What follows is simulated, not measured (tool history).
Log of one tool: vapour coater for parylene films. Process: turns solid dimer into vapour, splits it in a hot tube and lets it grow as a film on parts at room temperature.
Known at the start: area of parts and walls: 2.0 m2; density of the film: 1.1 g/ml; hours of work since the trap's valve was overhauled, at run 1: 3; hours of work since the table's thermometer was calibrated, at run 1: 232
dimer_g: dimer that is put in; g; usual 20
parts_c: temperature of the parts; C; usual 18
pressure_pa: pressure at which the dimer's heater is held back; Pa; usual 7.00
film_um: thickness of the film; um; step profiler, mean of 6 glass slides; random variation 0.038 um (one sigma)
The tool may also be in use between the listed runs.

run,hour,dimer_g,parts_c,pressure_pa,hours of work since the trap's valve was overhauled,hours of work since the table's thermometer was calibrated,film_um
1,0.0,20,18,7.00,3,232,5.20
2,24.5,14,18,7.00,15,244,3.61
3,67.3,20,18,7.00,35,265,5.12
4,97.6,20,18,7.00,50,279,5.13
5,141.7,20,18,7.00,71,300,5.23
6,171.2,20,18,7.00,85,314,5.11
7,194.1,20,18,7.00,96,325,5.12
8,246.3,20,18,7.00,121,350,5.06
9,292.2,20,18,7.00,143,372,5.07
10,328.8,20,18,7.00,160,390,5.15
11,358.2,20,18,7.00,174,404,5.08
12,386.6,20,18,7.00,188,418,5.08
13,431.4,20,18,6.93,210,439,5.03
14,464.8,20,18,6.93,226,455,5.06
15,497.9,20,18,7.00,241,471,5.02
16,537.4,20,18,7.00,260,490,5.00
17,560.2,20,18,7.00,271,501,5.01
18,607.4,20,18,7.00,294,523,5.00
19,641.4,20,18,7.00,310,540,4.94
20,664.4,20,18,6.96,321,551,5.00
21,715.2,20,18,6.96,346,575,4.94
22,749.8,20,18,6.96,362,592,4.93
23,788.1,20,18,6.96,381,610,4.97
24,837.3,20,17,7.48,404,634,5.00
25,875.8,36,18,9.09,423,652,8.15
26,929.2,36,18,9.09,448,678,8.23
27,967.8,36,18,9.09,467,696,8.23
28,997.3,29,18,7.00,481,710,7.01
29,1038.2,15,18,6.32,500,730,3.68
30,1080.6,20,30,7.60,521,750,3.49
# hour 1104.2: trap's valve overhauled
31,1116.0,20,18,2.77,6,765,6.62
32,1150.6,9,18,3.05,22,782,2.83
33,1185.6,11,10,2.29,39,799,4.59
34,1215.3,11,10,2.29,53,813,4.57
35,1248.0,19,14,4.27,69,829,6.14
36,1271.5,9,11,3.87,80,840,3.24
37,1294.7,9,11,3.87,91,851,3.15
38,1334.6,18,18,3.48,110,870,5.55
39,1366.4,14,18,3.48,126,885,4.30
40,1395.5,14,18,3.48,140,899,4.25
41,1443.4,20,25,7.00,163,922,4.31
42,1472.9,20,26,7.00,177,936,4.22
43,1517.4,26,14,2.97,198,958,8.97
44,1541.0,20,14,4.87,209,969,6.06
45,1580.3,20,14,4.87,228,988,6.15
46,1621.4,22,14,4.94,248,1008,6.70

Hidden state at the last listed run before each entry between runs and at the first one after, where it differs:
Between runs 30 and 31: trap's valve overhauled (hour 1104.2)
  vapour lost through the trap's worn valve, %: 8.3 -> 0.3; true temperature of the parts over the reading, C: -0.39 -> -0.4
  measured less the result without the state, film_um: -0.28 -> +0.05 um

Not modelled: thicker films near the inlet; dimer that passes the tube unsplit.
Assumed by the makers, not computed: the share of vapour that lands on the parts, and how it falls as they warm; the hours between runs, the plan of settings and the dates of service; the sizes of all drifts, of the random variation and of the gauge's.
